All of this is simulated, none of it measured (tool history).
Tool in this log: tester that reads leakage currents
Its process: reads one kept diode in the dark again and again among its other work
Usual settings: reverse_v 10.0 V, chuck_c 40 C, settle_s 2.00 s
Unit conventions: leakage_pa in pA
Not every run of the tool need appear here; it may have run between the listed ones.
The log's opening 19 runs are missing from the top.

run   hour  reverse_v  chuck_c  settle_s  leakage_pa
 20  477.7       10.0       40      2.00      718.32
 21  498.7       10.0       23      1.86      155.93
 22  515.4        3.1       31      1.64      221.21
 23  535.9        3.1       31      1.64      221.55
 24  572.2        8.3       31      1.43      304.41
 25  607.0        8.3       31      1.43      305.01
 26  645.6        2.2       31      3.46      195.95
 27  677.2        2.2       31      3.46      197.02
 28  713.9        2.2       31      3.46      194.75
 29  733.2        2.2       31      3.46      195.33
 30  762.6        4.3       32      1.05      265.53
 31  779.6       18.2       23      8.08      186.38
 32  812.6        1.4       34      4.68      219.56
 33  834.5        8.9       35      2.05      436.63
 34  857.6       13.6       48      2.54     1490.96
 35  873.9       13.6       48      2.54     1491.77
 36  893.3        3.6       47      2.50      899.33
 37  926.9       14.5       49      0.39     1648.62
 38  950.1       14.5       49      0.39     1656.98
 39  977.1       10.0       29      1.51      264.05
 40  992.9        1.2       33      0.32      188.56

Forecast each of these 4 alternatives for the next run:
  A  1030.7        1.1       33      0.32           ?
  B  1030.7        1.4       30      2.94           ?
  C  1030.7        7.9       40      2.00           ?
  D  1030.7       10.0       40      3.93           ?

run  leakage_pa
  A      183.66
  B      150.27
  C      634.05
  D      686.18
Without the tool's unlogged condition, the same runs would have read:
run  leakage_pa
  A      193.89
  B      158.68
  C      666.79
  D      721.17
